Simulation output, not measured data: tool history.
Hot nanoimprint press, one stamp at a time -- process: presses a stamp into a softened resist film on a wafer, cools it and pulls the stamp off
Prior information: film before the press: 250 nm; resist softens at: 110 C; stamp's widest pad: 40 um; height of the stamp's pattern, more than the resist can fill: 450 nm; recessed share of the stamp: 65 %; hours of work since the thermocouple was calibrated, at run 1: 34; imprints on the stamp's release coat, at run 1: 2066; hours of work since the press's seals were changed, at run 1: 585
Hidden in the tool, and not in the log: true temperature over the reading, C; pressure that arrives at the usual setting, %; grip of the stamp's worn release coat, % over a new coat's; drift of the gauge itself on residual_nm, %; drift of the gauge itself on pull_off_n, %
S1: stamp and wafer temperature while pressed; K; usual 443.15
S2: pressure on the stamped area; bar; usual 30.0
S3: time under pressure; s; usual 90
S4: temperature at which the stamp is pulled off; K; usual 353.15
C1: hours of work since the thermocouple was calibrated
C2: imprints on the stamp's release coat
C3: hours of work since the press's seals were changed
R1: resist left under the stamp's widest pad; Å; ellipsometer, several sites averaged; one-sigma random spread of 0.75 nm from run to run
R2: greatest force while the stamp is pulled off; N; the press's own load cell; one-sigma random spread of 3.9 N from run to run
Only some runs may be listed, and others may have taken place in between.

run	hour	S1	S2	S3	S4	C1	C2	C3	R1	R2
1	0.0	443.15	30.0	90	353.15	34	2066	585	929	198
2	25.0	443.15	30.0	90	353.15	50	2126	600	919	185
# hour 44.9: stamp cleaned and given a new release coat
3	59.0	443.15	30.0	90	353.15	67	33	617	928	185
4	105.2	451.15	30.0	90	353.15	96	143	646	609	184
5	134.2	451.15	30.0	90	353.15	113	212	663	603	183
6	175.1	436.15	30.0	90	353.15	139	309	689	1379	192
7	215.5	436.15	30.0	90	353.15	163	405	714	1393	189
8	261.1	436.15	30.0	90	353.15	192	513	742	1393	183
9	301.1	443.15	30.0	90	353.15	216	608	766	931	193
10	346.8	443.15	30.0	90	353.15	244	716	794	939	190
11	392.3	443.15	30.0	90	353.15	272	824	822	941	189
12	432.3	443.15	30.0	90	353.15	297	919	847	936	191
13	480.2	443.15	30.0	52	357.15	326	1033	876	1111	179
14	514.9	451.15	24.4	69	358.15	348	1115	898	764	174
15	555.6	451.15	24.4	69	358.15	373	1212	923	741	173
16	583.8	451.15	24.4	69	358.15	390	1279	940	747	177
17	634.0	451.15	24.4	69	358.15	421	1398	971	743	173
18	659.6	451.15	24.4	69	358.15	437	1459	987	755	174
19	692.3	451.15	24.4	48	358.15	457	1537	1007	847	173
20	717.4	451.15	24.4	48	358.15	472	1596	1023	850	171
21	751.7	451.15	24.4	48	358.15	494	1678	1044	855	181
# hour 782.7: press's hydraulic seals changed and the load cell set to zero
22	806.1	440.15	26.1	51	357.15	522	1788	14	1411	176

Across each entry between runs, compare the hidden state at the last listed run before it with the hidden state at the first listed run after it:
In the gap between runs 2 and 3: stamp cleaned and given a new release coat (hour 44.9)
  true temperature over the reading, C: 0 -> -0.01; pressure that arrives at the usual setting, %: 99.92 -> 99.91; grip of the stamp's worn release coat, % over a new coat's: 1.6 -> 0
In the gap between runs 21 and 22: press's hydraulic seals changed and the load cell set to zero (hour 782.7)
  true temperature over the reading, C: -0.05 -> -0.06; pressure that arrives at the usual setting, %: 99.86 -> 99.99; grip of the stamp's worn release coat, % over a new coat's: 1.2 -> 1.3
